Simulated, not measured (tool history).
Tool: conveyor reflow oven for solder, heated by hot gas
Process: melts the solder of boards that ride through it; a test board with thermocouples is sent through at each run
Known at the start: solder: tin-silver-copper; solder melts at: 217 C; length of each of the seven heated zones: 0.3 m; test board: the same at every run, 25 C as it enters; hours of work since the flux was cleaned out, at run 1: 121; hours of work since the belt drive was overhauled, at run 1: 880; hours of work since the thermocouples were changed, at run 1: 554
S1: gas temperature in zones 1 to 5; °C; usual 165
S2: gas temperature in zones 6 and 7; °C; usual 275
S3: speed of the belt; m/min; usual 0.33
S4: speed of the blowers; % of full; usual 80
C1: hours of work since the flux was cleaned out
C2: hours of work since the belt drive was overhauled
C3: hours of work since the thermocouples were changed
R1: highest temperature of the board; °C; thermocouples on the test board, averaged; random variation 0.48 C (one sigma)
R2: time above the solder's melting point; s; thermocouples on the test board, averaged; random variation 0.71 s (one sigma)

run 1 hour=0 | S1=165 S2=275 S3=0.33 S4=80 | C1=121 C2=880 C3=554 | R1=255.8 R2=81.9
run 2 hour=33.3 | S1=165 S2=275 S3=0.33 S4=80 | C1=142 C2=901 C3=575 | R1=255.8 R2=82.2
run 3 hour=80.2 | S1=165 S2=275 S3=0.314 S4=80 | C1=172 C2=931 C3=605 | R1=257.2 R2=88.3
run 4 hour=107.3 | S1=169 S2=275 S3=0.314 S4=80 | C1=190 C2=948 C3=622 | R1=257.3 R2=90.1
run 5 hour=149.3 | S1=165 S2=275 S3=0.33 S4=61 | C1=216 C2=975 C3=649 | R1=250.3 R2=74.5
run 6 hour=174.2 | S1=165 S2=275 S3=0.33 S4=61 | C1=232 C2=991 C3=665 | R1=249.9 R2=73.9
run 7 hour=201.9 | S1=165 S2=275 S3=0.33 S4=61 | C1=250 C2=1008 C3=683 | R1=250.2 R2=75.4
run 8 hour=234 | S1=174 S2=267 S3=0.33 S4=64 | C1=270 C2=1029 C3=703 | R1=245.3 R2=73.7
run 9 hour=269 | S1=154 S2=287 S3=0.33 S4=80 | C1=292 C2=1051 C3=725 | R1=263.2 R2=82.7
run 10 hour=292.6 | S1=152 S2=275 S3=0.325 S4=72 | C1=307 C2=1066 C3=740 | R1=250.1 R2=69.2
run 11 hour=315.8 | S1=152 S2=275 S3=0.33 S4=80 | C1=322 C2=1081 C3=755 | R1=252.2 R2=70.7
run 12 hour=362.6 | S1=151 S2=266 S3=0.399 S4=80 | C1=352 C2=1111 C3=785 | R1=234.4 R2=36.1
-- hour=387.5 belt drive overhauled, speed set with a stopwatch
run 13 hour=405 | S1=151 S2=266 S3=0.399 S4=80 | C1=376 C2=11 C3=809 | R1=233.3 R2=33.3
run 14 hour=447.4 | S1=156 S2=274 S3=0.354 S4=63 | C1=403 C2=38 C3=836 | R1=240.7 R2=52.3

5 ways to go on from here, each from the tool as it stands after run 14. What would each give?
run A hour=491.1 | S1=156 S2=271 S3=0.348 S4=65 | C1=431 C2=66 C3=864 | R1=? R2=?
run B hour=491.1 | S1=156 S2=276 S3=0.354 S4=63 | C1=431 C2=66 C3=864 | R1=? R2=?
run C hour=491.1 | S1=156 S2=283 S3=0.355 S4=57 | C1=431 C2=66 C3=864 | R1=? R2=?
run D hour=491.1 | S1=156 S2=285 S3=0.354 S4=63 | C1=431 C2=66 C3=864 | R1=? R2=?
run E hour=491.1 | S1=165 S2=266 S3=0.33 S4=86 | C1=431 C2=66 C3=864 | R1=? R2=?

run=A R1=239.5 R2=50.4
run=B R1=243.2 R2=54.7
run=C R1=245.8 R2=56.2
run=D R1=249.5 R2=62.3
run=E R1=244.9 R2=67.4
Without the tool's hidden state the same runs would have given:
run=A R1=247.8 R2=63.2
run=B R1=251.8 R2=66.8
run=C R1=254.4 R2=67.4
run=D R1=258.5 R2=72.7
run=E R1=252.6 R2=78.8
